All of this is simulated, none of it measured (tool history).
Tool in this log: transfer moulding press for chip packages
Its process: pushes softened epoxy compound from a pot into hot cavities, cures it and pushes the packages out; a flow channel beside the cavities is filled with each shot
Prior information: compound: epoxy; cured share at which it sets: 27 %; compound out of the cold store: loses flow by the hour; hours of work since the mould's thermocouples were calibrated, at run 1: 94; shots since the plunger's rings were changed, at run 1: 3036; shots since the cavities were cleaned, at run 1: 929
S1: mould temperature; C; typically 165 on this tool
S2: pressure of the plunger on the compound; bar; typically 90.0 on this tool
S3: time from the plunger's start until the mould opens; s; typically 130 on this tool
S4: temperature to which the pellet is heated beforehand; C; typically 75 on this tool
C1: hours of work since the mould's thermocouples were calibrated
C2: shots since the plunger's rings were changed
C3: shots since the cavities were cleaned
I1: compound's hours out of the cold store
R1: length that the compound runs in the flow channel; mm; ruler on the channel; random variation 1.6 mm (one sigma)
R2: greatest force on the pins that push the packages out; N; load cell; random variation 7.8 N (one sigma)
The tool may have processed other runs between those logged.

{"run": 1, "hour": 0.0, "S1": 165, "S2": 90.0, "S3": 130, "S4": 75, "C1": 94, "C2": 3036, "C3": 929, "I1": 32.6, "R1": 634, "R2": 718}
{"run": 2, "hour": 18.3, "S1": 165, "S2": 90.0, "S3": 130, "S4": 75, "C1": 105, "C2": 3187, "C3": 1080, "I1": 15.6, "R1": 719, "R2": 748}
{"hour": 33.8, "done": "cavities cleaned with cleaning compound and waxed"}
{"hour": 38.9, "done": "plunger's sealing rings changed"}
{"run": 3, "hour": 38.9, "S1": 170, "S2": 90.0, "S3": 130, "S4": 75, "C1": 115, "C2": 0, "C3": 22, "I1": 37.7, "R1": 614, "R2": 341}
{"run": 4, "hour": 67.6, "S1": 165, "S2": 90.0, "S3": 130, "S4": 75, "C1": 131, "C2": 236, "C3": 258, "I1": 38.9, "R1": 622, "R2": 544}
{"run": 5, "hour": 92.7, "S1": 165, "S2": 90.0, "S3": 130, "S4": 75, "C1": 146, "C2": 443, "C3": 465, "I1": 47.3, "R1": 581, "R2": 624}
{"run": 6, "hour": 118.9, "S1": 165, "S2": 90.0, "S3": 130, "S4": 75, "C1": 161, "C2": 659, "C3": 681, "I1": 35.6, "R1": 633, "R2": 693}
{"run": 7, "hour": 136.8, "S1": 165, "S2": 90.0, "S3": 130, "S4": 75, "C1": 171, "C2": 807, "C3": 829, "I1": 32.5, "R1": 651, "R2": 704}
{"run": 8, "hour": 157.8, "S1": 165, "S2": 90.0, "S3": 130, "S4": 75, "C1": 183, "C2": 980, "C3": 1002, "I1": 33.4, "R1": 643, "R2": 726}
{"hour": 162.4, "done": "mould's thermocouples calibrated"}
{"run": 9, "hour": 178.8, "S1": 165, "S2": 89.5, "S3": 130, "S4": 75, "C1": 10, "C2": 1137, "C3": 1159, "I1": 31.3, "R1": 649, "R2": 713}
{"hour": 184.1, "done": "cavities cleaned with cleaning compound and waxed"}
{"run": 10, "hour": 196.3, "S1": 165, "S2": 94.4, "S3": 130, "S4": 75, "C1": 19, "C2": 1269, "C3": 101, "I1": 18.9, "R1": 728, "R2": 431}
{"run": 11, "hour": 212.3, "S1": 165, "S2": 90.0, "S3": 130, "S4": 75, "C1": 28, "C2": 1401, "C3": 233, "I1": 32.1, "R1": 643, "R2": 508}
{"hour": 229.7, "done": "mould's thermocouples calibrated, once more"}
{"run": 12, "hour": 244.1, "S1": 165, "S2": 90.0, "S3": 130, "S4": 75, "C1": 8, "C2": 1647, "C3": 479, "I1": 25.8, "R1": 677, "R2": 646}
{"run": 13, "hour": 273.3, "S1": 165, "S2": 99.2, "S3": 130, "S4": 75, "C1": 25, "C2": 1888, "C3": 720, "I1": 12.7, "R1": 781, "R2": 696}
{"run": 14, "hour": 296.7, "S1": 165, "S2": 90.0, "S3": 130, "S4": 75, "C1": 39, "C2": 2081, "C3": 913, "I1": 10.2, "R1": 756, "R2": 723}
{"run": 15, "hour": 319.0, "S1": 165, "S2": 90.0, "S3": 130, "S4": 75, "C1": 52, "C2": 2264, "C3": 1096, "I1": 34.0, "R1": 634, "R2": 734}
{"hour": 333.1, "done": "cavities cleaned with cleaning compound and waxed"}
{"run": 16, "hour": 338.2, "S1": 169, "S2": 105.9, "S3": 130, "S4": 75, "C1": 62, "C2": 2411, "C3": 42, "I1": 22.7, "R1": 732, "R2": 362}
{"run": 17, "hour": 351.4, "S1": 171, "S2": 105.9, "S3": 131, "S4": 74, "C1": 70, "C2": 2520, "C3": 151, "I1": 30.6, "R1": 685, "R2": 426}
{"run": 18, "hour": 381.0, "S1": 171, "S2": 105.9, "S3": 131, "S4": 85, "C1": 87, "C2": 2764, "C3": 395, "I1": 36.9, "R1": 654, "R2": 571}
{"run": 19, "hour": 407.9, "S1": 159, "S2": 106.7, "S3": 129, "S4": 72, "C1": 102, "C2": 2986, "C3": 617, "I1": 40.8, "R1": 667, "R2": 789}
{"run": 20, "hour": 423.4, "S1": 159, "S2": 106.7, "S3": 129, "S4": 72, "C1": 111, "C2": 3114, "C3": 745, "I1": 28.8, "R1": 729, "R2": 843}
{"run": 21, "hour": 443.4, "S1": 159, "S2": 106.7, "S3": 129, "S4": 72, "C1": 123, "C2": 3278, "C3": 909, "I1": 28.9, "R1": 728, "R2": 833}
{"hour": 451.1, "done": "plunger's sealing rings changed"}
{"run": 22, "hour": 464.3, "S1": 159, "S2": 76.1, "S3": 129, "S4": 78, "C1": 134, "C2": 109, "C3": 1062, "I1": 25.0, "R1": 653, "R2": 885}
{"run": 23, "hour": 479.4, "S1": 165, "S2": 105.8, "S3": 130, "S4": 85, "C1": 142, "C2": 233, "C3": 1186, "I1": 18.5, "R1": 784, "R2": 758}
{"hour": 483.8, "done": "cavities cleaned with cleaning compound and waxed"}
{"run": 24, "hour": 507.4, "S1": 167, "S2": 92.8, "S3": 130, "S4": 85, "C1": 158, "C2": 452, "C3": 195, "I1": 39.6, "R1": 623, "R2": 481}
{"run": 25, "hour": 528.1, "S1": 158, "S2": 92.8, "S3": 125, "S4": 74, "C1": 170, "C2": 623, "C3": 366, "I1": 41.2, "R1": 638, "R2": 758}
{"run": 26, "hour": 556.4, "S1": 158, "S2": 92.8, "S3": 134, "S4": 74, "C1": 186, "C2": 856, "C3": 599, "I1": 39.5, "R1": 642, "R2": 745}
{"run": 27, "hour": 583.9, "S1": 158, "S2": 92.8, "S3": 134, "S4": 74, "C1": 202, "C2": 1083, "C3": 826, "I1": 18.3, "R1": 749, "R2": 852}
{"run": 28, "hour": 610.2, "S1": 158, "S2": 92.8, "S3": 134, "S4": 74, "C1": 217, "C2": 1299, "C3": 1042, "I1": 19.4, "R1": 744, "R2": 881}
{"hour": 629.3, "done": "cavities cleaned with cleaning compound and waxed"}
{"run": 29, "hour": 637.6, "S1": 165, "S2": 88.2, "S3": 166, "S4": 75, "C1": 232, "C2": 1513, "C3": 68, "I1": 35.8, "R1": 620, "R2": 397}

Predict each of these 3 candidate next runs independently; none follows another, all start after run 29:
{"run": "A", "hour": 652.0, "S1": 165, "S2": 101.6, "S3": 166, "S4": 75, "C1": 241, "C2": 1632, "C3": 187, "I1": 27.8, "R1": "?", "R2": "?"}
{"run": "B", "hour": 652.0, "S1": 169, "S2": 90.0, "S3": 131, "S4": 75, "C1": 241, "C2": 1632, "C3": 187, "I1": 40.7, "R1": "?", "R2": "?"}
{"run": "C", "hour": 652.0, "S1": 163, "S2": 91.8, "S3": 166, "S4": 75, "C1": 241, "C2": 1632, "C3": 187, "I1": 20.8, "R1": "?", "R2": "?"}

run=A R1=708 R2=492
run=B R1=598 R2=472
run=C R1=715 R2=478
Without the tool's hidden state the same runs would have given:
run=A R1=720 R2=336
run=B R1=609 R2=321
run=C R1=728 R2=327
